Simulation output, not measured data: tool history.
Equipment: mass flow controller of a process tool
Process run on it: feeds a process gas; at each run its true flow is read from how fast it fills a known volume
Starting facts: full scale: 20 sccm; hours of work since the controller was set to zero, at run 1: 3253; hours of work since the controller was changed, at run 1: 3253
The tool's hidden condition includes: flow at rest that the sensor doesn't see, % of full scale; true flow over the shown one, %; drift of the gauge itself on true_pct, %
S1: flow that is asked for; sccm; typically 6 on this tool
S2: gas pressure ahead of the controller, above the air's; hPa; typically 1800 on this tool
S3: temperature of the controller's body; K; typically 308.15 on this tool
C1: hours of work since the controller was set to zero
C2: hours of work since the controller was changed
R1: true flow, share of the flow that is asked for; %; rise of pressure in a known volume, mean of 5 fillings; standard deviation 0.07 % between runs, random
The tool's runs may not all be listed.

{"run": 1, "day": 0.0, "S1": 6, "S2": 1800, "S3": 308.15, "C1": 3253, "C2": 3253, "R1": 98.16}
{"run": 2, "day": 14.479, "S1": 6, "S2": 1800, "S3": 308.15, "C1": 3431, "C2": 3431, "R1": 98.06}
{"run": 3, "day": 34.529, "S1": 6, "S2": 1800, "S3": 308.15, "C1": 3676, "C2": 3676, "R1": 98.14}
{"run": 4, "day": 44.804, "S1": 6, "S2": 1800, "S3": 308.15, "C1": 3802, "C2": 3802, "R1": 97.96}
{"run": 5, "day": 58.142, "S1": 6, "S2": 1640, "S3": 308.15, "C1": 3965, "C2": 3965, "R1": 98.09}
{"run": 6, "day": 67.367, "S1": 5, "S2": 1800, "S3": 308.15, "C1": 4078, "C2": 4078, "R1": 98.09}
{"run": 7, "day": 84.825, "S1": 5, "S2": 1800, "S3": 308.15, "C1": 4292, "C2": 4292, "R1": 98.17}
{"run": 8, "day": 99.575, "S1": 5, "S2": 1800, "S3": 308.15, "C1": 4473, "C2": 4473, "R1": 98.17}
{"run": 9, "day": 111.25, "S1": 5, "S2": 1800, "S3": 308.15, "C1": 4616, "C2": 4616, "R1": 98.18}
{"run": 10, "day": 122.717, "S1": 6, "S2": 1800, "S3": 308.15, "C1": 4756, "C2": 4756, "R1": 98.17}
{"run": 11, "day": 136.496, "S1": 6, "S2": 1800, "S3": 310.15, "C1": 4925, "C2": 4925, "R1": 98.11}
{"run": 12, "day": 157.117, "S1": 6, "S2": 2080, "S3": 308.15, "C1": 5177, "C2": 5177, "R1": 98.29}
{"run": 13, "day": 174.462, "S1": 6, "S2": 2080, "S3": 308.15, "C1": 5390, "C2": 5390, "R1": 98.29}
{"run": 14, "day": 185.35, "S1": 13, "S2": 2080, "S3": 308.15, "C1": 5523, "C2": 5523, "R1": 98.44}
{"run": 15, "day": 204.021, "S1": 4, "S2": 2350, "S3": 304.15, "C1": 5752, "C2": 5752, "R1": 99.03}
{"run": 16, "day": 214.012, "S1": 3, "S2": 1800, "S3": 305.15, "C1": 5874, "C2": 5874, "R1": 99.15}
{"run": 17, "day": 225.692, "S1": 3, "S2": 1800, "S3": 305.15, "C1": 6017, "C2": 6017, "R1": 99.26}
{"run": 18, "day": 240.092, "S1": 4, "S2": 2210, "S3": 305.15, "C1": 6193, "C2": 6193, "R1": 99.05}
{"run": 19, "day": 249.379, "S1": 12, "S2": 1400, "S3": 301.15, "C1": 6307, "C2": 6307, "R1": 98.35}
{"run": 20, "day": 260.7, "S1": 3, "S2": 1830, "S3": 295.15, "C1": 6446, "C2": 6446, "R1": 99.77}
{"run": 21, "day": 276.708, "S1": 17, "S2": 2620, "S3": 299.15, "C1": 6642, "C2": 6642, "R1": 99.48}
{"run": 22, "day": 293.004, "S1": 17, "S2": 2620, "S3": 299.15, "C1": 6841, "C2": 6841, "R1": 99.37}
{"run": 23, "day": 305.296, "S1": 15, "S2": 1720, "S3": 300.15, "C1": 6992, "C2": 6992, "R1": 98.8}
{"run": 24, "day": 318.938, "S1": 10, "S2": 2590, "S3": 304.15, "C1": 7159, "C2": 7159, "R1": 98.76}
{"run": 25, "day": 328.229, "S1": 3, "S2": 1470, "S3": 297.15, "C1": 7273, "C2": 7273, "R1": 99.72}

Below are 4 alternative next runs, each starting from the tool's condition after run 25. Predict each:
{"run": "A", "day": 336.996, "S1": 7, "S2": 2500, "S3": 303.15, "C1": 7380, "C2": 7380, "R1": "?"}
{"run": "B", "day": 336.996, "S1": 3, "S2": 1770, "S3": 299.15, "C1": 7380, "C2": 7380, "R1": "?"}
{"run": "C", "day": 336.996, "S1": 2, "S2": 1800, "S3": 296.15, "C1": 7380, "C2": 7380, "R1": "?"}
{"run": "D", "day": 336.996, "S1": 13, "S2": 1800, "S3": 308.15, "C1": 7380, "C2": 7380, "R1": "?"}

run=A R1=98.83
run=B R1=99.89
run=C R1=101.28
run=D R1=98.29
What these runs would have given with no unlogged condition in the tool:
run=A R1=98.67
run=B R1=98.06
run=C R1=97.99
run=D R1=98.71
